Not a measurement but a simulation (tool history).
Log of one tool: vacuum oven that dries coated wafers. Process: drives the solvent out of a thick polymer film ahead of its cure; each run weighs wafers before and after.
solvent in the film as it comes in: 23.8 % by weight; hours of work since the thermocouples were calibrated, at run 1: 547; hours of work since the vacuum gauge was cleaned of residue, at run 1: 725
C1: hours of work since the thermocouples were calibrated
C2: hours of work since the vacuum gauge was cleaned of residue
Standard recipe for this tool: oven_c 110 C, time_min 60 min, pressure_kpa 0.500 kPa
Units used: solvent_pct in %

{"run": 1, "hour": 0.0, "oven_c": 110, "time_min": 60, "pressure_kpa": 0.5, "C1": 547, "C2": 725, "solvent_pct": 2.39}
{"run": 2, "hour": 30.1, "oven_c": 110, "time_min": 60, "pressure_kpa": 0.5, "C1": 568, "C2": 746, "solvent_pct": 2.42}
{"run": 3, "hour": 52.2, "oven_c": 110, "time_min": 60, "pressure_kpa": 0.5, "C1": 583, "C2": 761, "solvent_pct": 2.37}
{"run": 4, "hour": 65.4, "oven_c": 110, "time_min": 60, "pressure_kpa": 0.5, "C1": 591, "C2": 770, "solvent_pct": 2.45}
{"run": 5, "hour": 84.8, "oven_c": 115, "time_min": 60, "pressure_kpa": 0.5, "C1": 605, "C2": 783, "solvent_pct": 1.68}
{"run": 6, "hour": 112.2, "oven_c": 115, "time_min": 60, "pressure_kpa": 0.5, "C1": 623, "C2": 801, "solvent_pct": 1.88}
{"run": 7, "hour": 131.9, "oven_c": 124, "time_min": 60, "pressure_kpa": 0.5, "C1": 636, "C2": 814, "solvent_pct": 1.16}
{"run": 8, "hour": 145.7, "oven_c": 124, "time_min": 60, "pressure_kpa": 0.5, "C1": 646, "C2": 824, "solvent_pct": 1.13}
{"run": 9, "hour": 170.0, "oven_c": 124, "time_min": 60, "pressure_kpa": 0.5, "C1": 662, "C2": 840, "solvent_pct": 1.13}
{"run": 10, "hour": 191.2, "oven_c": 124, "time_min": 60, "pressure_kpa": 0.5, "C1": 676, "C2": 854, "solvent_pct": 1.11}
{"run": 11, "hour": 209.2, "oven_c": 110, "time_min": 60, "pressure_kpa": 1.224, "C1": 689, "C2": 867, "solvent_pct": 3.62}
{"run": 12, "hour": 236.8, "oven_c": 110, "time_min": 60, "pressure_kpa": 0.5, "C1": 707, "C2": 885, "solvent_pct": 2.49}
{"run": 13, "hour": 267.0, "oven_c": 110, "time_min": 60, "pressure_kpa": 0.5, "C1": 728, "C2": 906, "solvent_pct": 2.44}
{"run": 14, "hour": 297.9, "oven_c": 110, "time_min": 56, "pressure_kpa": 0.5, "C1": 748, "C2": 927, "solvent_pct": 2.7}
{"run": 15, "hour": 316.4, "oven_c": 114, "time_min": 60, "pressure_kpa": 0.5, "C1": 761, "C2": 939, "solvent_pct": 2.0}
{"run": 16, "hour": 335.6, "oven_c": 114, "time_min": 60, "pressure_kpa": 0.5, "C1": 774, "C2": 952, "solvent_pct": 2.03}
{"run": 17, "hour": 357.7, "oven_c": 112, "time_min": 60, "pressure_kpa": 0.5, "C1": 789, "C2": 967, "solvent_pct": 2.26}
{"run": 18, "hour": 375.2, "oven_c": 112, "time_min": 60, "pressure_kpa": 0.5, "C1": 801, "C2": 979, "solvent_pct": 2.24}
{"hour": 389.4, "done": "oven's thermocouples calibrated"}
{"run": 19, "hour": 394.7, "oven_c": 110, "time_min": 60, "pressure_kpa": 0.348, "C1": 4, "C2": 991, "solvent_pct": 2.27}
{"run": 20, "hour": 417.9, "oven_c": 110, "time_min": 60, "pressure_kpa": 0.677, "C1": 19, "C2": 1006, "solvent_pct": 2.75}
{"run": 21, "hour": 438.5, "oven_c": 110, "time_min": 60, "pressure_kpa": 0.677, "C1": 33, "C2": 1020, "solvent_pct": 2.88}
{"run": 22, "hour": 455.1, "oven_c": 110, "time_min": 35, "pressure_kpa": 0.5, "C1": 44, "C2": 1031, "solvent_pct": 4.7}
{"run": 23, "hour": 477.3, "oven_c": 110, "time_min": 35, "pressure_kpa": 0.5, "C1": 59, "C2": 1046, "solvent_pct": 4.78}
{"run": 24, "hour": 506.2, "oven_c": 110, "time_min": 35, "pressure_kpa": 0.5, "C1": 79, "C2": 1066, "solvent_pct": 4.6}
{"run": 25, "hour": 536.4, "oven_c": 110, "time_min": 35, "pressure_kpa": 0.5, "C1": 99, "C2": 1086, "solvent_pct": 4.74}
{"hour": 546.6, "done": "oven's thermocouples calibrated, once more"}
{"run": 26, "hour": 558.2, "oven_c": 114, "time_min": 96, "pressure_kpa": 1.121, "C1": 8, "C2": 1100, "solvent_pct": 2.81}
{"run": 27, "hour": 577.9, "oven_c": 118, "time_min": 49, "pressure_kpa": 1.121, "C1": 21, "C2": 1113, "solvent_pct": 3.08}
{"run": 28, "hour": 608.5, "oven_c": 110, "time_min": 50, "pressure_kpa": 0.314, "C1": 42, "C2": 1134, "solvent_pct": 3.27}
{"run": 29, "hour": 639.6, "oven_c": 110, "time_min": 50, "pressure_kpa": 0.314, "C1": 63, "C2": 1155, "solvent_pct": 3.12}
{"run": 30, "hour": 670.0, "oven_c": 110, "time_min": 37, "pressure_kpa": 0.548, "C1": 83, "C2": 1175, "solvent_pct": 4.99}
{"run": 31, "hour": 689.7, "oven_c": 110, "time_min": 37, "pressure_kpa": 0.548, "C1": 97, "C2": 1188, "solvent_pct": 5.04}
{"run": 32, "hour": 721.6, "oven_c": 105, "time_min": 60, "pressure_kpa": 0.5, "C1": 118, "C2": 1210, "solvent_pct": 4.05}
{"run": 33, "hour": 749.8, "oven_c": 100, "time_min": 52, "pressure_kpa": 1.2, "C1": 137, "C2": 1229, "solvent_pct": 7.59}
{"run": 34, "hour": 768.9, "oven_c": 113, "time_min": 73, "pressure_kpa": 1.862, "C1": 150, "C2": 1242, "solvent_pct": 4.3}
{"run": 35, "hour": 794.2, "oven_c": 113, "time_min": 35, "pressure_kpa": 0.862, "C1": 167, "C2": 1259, "solvent_pct": 4.92}
{"run": 36, "hour": 810.5, "oven_c": 107, "time_min": 36, "pressure_kpa": 0.862, "C1": 178, "C2": 1270, "solvent_pct": 6.6}
{"run": 37, "hour": 832.9, "oven_c": 110, "time_min": 106, "pressure_kpa": 1.56, "C1": 193, "C2": 1285, "solvent_pct": 4.01}
{"run": 38, "hour": 853.6, "oven_c": 110, "time_min": 106, "pressure_kpa": 1.56, "C1": 207, "C2": 1299, "solvent_pct": 4.14}
{"run": 39, "hour": 875.5, "oven_c": 110, "time_min": 106, "pressure_kpa": 1.56, "C1": 222, "C2": 1314, "solvent_pct": 4.06}
{"run": 40, "hour": 906.2, "oven_c": 110, "time_min": 106, "pressure_kpa": 1.56, "C1": 243, "C2": 1335, "solvent_pct": 4.25}
{"run": 41, "hour": 930.0, "oven_c": 110, "time_min": 106, "pressure_kpa": 1.56, "C1": 259, "C2": 1351, "solvent_pct": 4.1}
{"run": 42, "hour": 949.7, "oven_c": 110, "time_min": 50, "pressure_kpa": 0.404, "C1": 272, "C2": 1364, "solvent_pct": 3.51}
{"run": 43, "hour": 976.0, "oven_c": 117, "time_min": 50, "pressure_kpa": 0.79, "C1": 290, "C2": 1382, "solvent_pct": 2.9}
{"run": 44, "hour": 1005.6, "oven_c": 109, "time_min": 34, "pressure_kpa": 0.491, "C1": 310, "C2": 1402, "solvent_pct": 5.59}
{"run": 45, "hour": 1028.6, "oven_c": 109, "time_min": 34, "pressure_kpa": 0.253, "C1": 325, "C2": 1417, "solvent_pct": 5.31}
{"run": 46, "hour": 1052.7, "oven_c": 109, "time_min": 34, "pressure_kpa": 0.253, "C1": 342, "C2": 1433, "solvent_pct": 5.44}
{"run": 47, "hour": 1083.5, "oven_c": 109, "time_min": 105, "pressure_kpa": 1.406, "C1": 362, "C2": 1454, "solvent_pct": 4.03}

4 ways to go on from here, each from the tool as it stands after run 47. What would each give?
{"run": "A", "hour": 1097.4, "oven_c": 103, "time_min": 31, "pressure_kpa": 0.687, "C1": 372, "C2": 1464, "solvent_pct": "?"}
{"run": "B", "hour": 1097.4, "oven_c": 124, "time_min": 60, "pressure_kpa": 1.677, "C1": 372, "C2": 1464, "solvent_pct": "?"}
{"run": "C", "hour": 1097.4, "oven_c": 108, "time_min": 82, "pressure_kpa": 1.523, "C1": 372, "C2": 1464, "solvent_pct": "?"}
{"run": "D", "hour": 1097.4, "oven_c": 107, "time_min": 56, "pressure_kpa": 1.406, "C1": 372, "C2": 1464, "solvent_pct": "?"}

run=A solvent_pct=8.41
run=B solvent_pct=2.81
run=C solvent_pct=4.69
run=D solvent_pct=5.58
With the hidden condition removed and each run's random variation left untouched, the same runs would have given:
run=A solvent_pct=7.37
run=B solvent_pct=2.07
run=C solvent_pct=3.45
run=D solvent_pct=4.39
